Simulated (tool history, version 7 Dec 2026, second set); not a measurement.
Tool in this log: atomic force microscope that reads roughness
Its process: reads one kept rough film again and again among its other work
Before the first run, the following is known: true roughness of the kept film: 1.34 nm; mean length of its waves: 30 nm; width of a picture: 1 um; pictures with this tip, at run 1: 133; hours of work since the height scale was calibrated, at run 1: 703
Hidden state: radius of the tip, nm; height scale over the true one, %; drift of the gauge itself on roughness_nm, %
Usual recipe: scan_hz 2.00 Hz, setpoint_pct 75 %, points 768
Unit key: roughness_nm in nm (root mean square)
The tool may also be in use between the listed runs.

run   hour  scan_hz  setpoint_pct  points  pictures with this tip  hours of work since the height scale was calibrated  roughness_nm
  1    0.0     2.00            75     768                     133                                                  703         1.031
  2   31.1     2.00            75     768                     202                                                  727         0.982
      37.3  -- new tip fitted
  3   69.8     2.00            75     768                      71                                                  758         1.074
  4  130.2     2.00            75     768                     205                                                  806         0.976
     134.7  -- new tip fitted
  5  190.6     2.00            86     768                     124                                                  854         0.937
     232.8  -- new tip fitted
  6  233.1     2.00            75     768                       1                                                  887         1.134
  7  277.1     2.00            75     768                      98                                                  922         1.057
     327.3  -- new tip fitted
  8  339.7     2.00            75     768                      27                                                  972         1.111
  9  370.6     2.00            75     954                      95                                                  996         1.058
 10  414.5     2.00            75     954                     192                                                 1031         0.994
     424.9  -- new tip fitted
 11  466.6     1.95            78     521                      92                                                 1072         1.037
 12  514.8     2.34            80     381                     198                                                 1111         0.923
     520.3  -- new tip fitted
 13  579.2     2.34            80     381                     130                                                 1162         0.962
     614.9  -- new tip fitted
 14  644.2     1.46            81     565                      65                                                 1213         1.081
 15  695.3     2.00            75     646                     178                                                 1254         1.012
     712.3  -- new tip fitted
 16  734.1     1.02            64     469                      48                                                 1284         1.216
 17  763.3     3.18            89     868                     113                                                 1308         0.834
     807.9  -- new tip fitted
 18  823.1     1.68            89     868                      33                                                 1355         1.024
 19  859.6     2.00            81     868                     114                                                 1384         0.998
     904.8  -- new tip fitted
 20  921.8     1.89            60     256                      37                                                 1433         1.177

Consider 3 possible next runs. They are alternatives, not a sequence: every one starts from the tool as it was left by run 20. What does each give?
  A  954.3     2.00            65     500                     109                                                 1459             ?
  B  954.3     0.87            58     680                     109                                                 1459             ?
  C  954.3     0.80            65     935                     109                                                 1459             ?

run  roughness_nm
  A         1.107
  B         1.183
  C         1.158
Stripped of hidden state, with their random variation kept, the same runs would have yielded:
run  roughness_nm
  A         1.177
  B         1.257
  C         1.231
